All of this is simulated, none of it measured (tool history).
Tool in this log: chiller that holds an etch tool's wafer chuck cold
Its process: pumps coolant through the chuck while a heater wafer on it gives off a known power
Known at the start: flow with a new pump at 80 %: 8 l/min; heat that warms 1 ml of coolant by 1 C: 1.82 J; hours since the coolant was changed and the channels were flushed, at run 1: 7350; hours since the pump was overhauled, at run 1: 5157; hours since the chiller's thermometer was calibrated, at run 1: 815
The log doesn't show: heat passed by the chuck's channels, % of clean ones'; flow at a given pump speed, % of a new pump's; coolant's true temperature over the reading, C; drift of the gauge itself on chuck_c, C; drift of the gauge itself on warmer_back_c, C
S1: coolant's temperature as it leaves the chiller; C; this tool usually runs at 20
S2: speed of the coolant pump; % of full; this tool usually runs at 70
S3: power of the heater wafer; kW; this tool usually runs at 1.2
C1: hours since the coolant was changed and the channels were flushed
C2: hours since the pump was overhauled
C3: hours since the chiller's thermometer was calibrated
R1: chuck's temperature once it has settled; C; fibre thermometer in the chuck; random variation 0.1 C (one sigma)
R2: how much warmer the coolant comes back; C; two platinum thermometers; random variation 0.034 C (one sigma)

run	day	S1	S2	S3	C1	C2	C3	R1	R2
1	0	20	70	1.2	7350	5157	815	41	6.1
2	7.417	20	70	1.2	7528	5335	993	41	6.13
3	14.762	20	70	1.2	7704	5512	1169	41.1	6.1
4	22.038	20	70	1.2	7879	5686	1344	41.3	6.17
5	26.625	20	70	1.2	7989	5796	1454	41.2	6.21
6	30.288	20	70	1.2	8077	5884	1542	41.3	6.2
7	37.271	20	70	1.2	8244	6052	1709	41.6	6.14
8	44.275	20	70	1.2	8413	6220	1877	41.5	6.18
9	49.279	20	70	1.2	8533	6340	1997	41.9	6.16
10	56.025	20	70	1.2	8694	6502	2159	41.7	6.14
11	60.496	20	70	1.2	8802	6609	2267	41.8	6.21
12	65.154	24	70	1.2	8914	6721	2378	46.1	6.22

Expected results for the next run?
13	71.892	22	70	1.2	9075	6883	2540	?	?

Run 13 measured R1 44 C, R2 6.16 C.
With no hidden state in the tool, this same run would have given R1 39.1 C, R2 5.55 C.
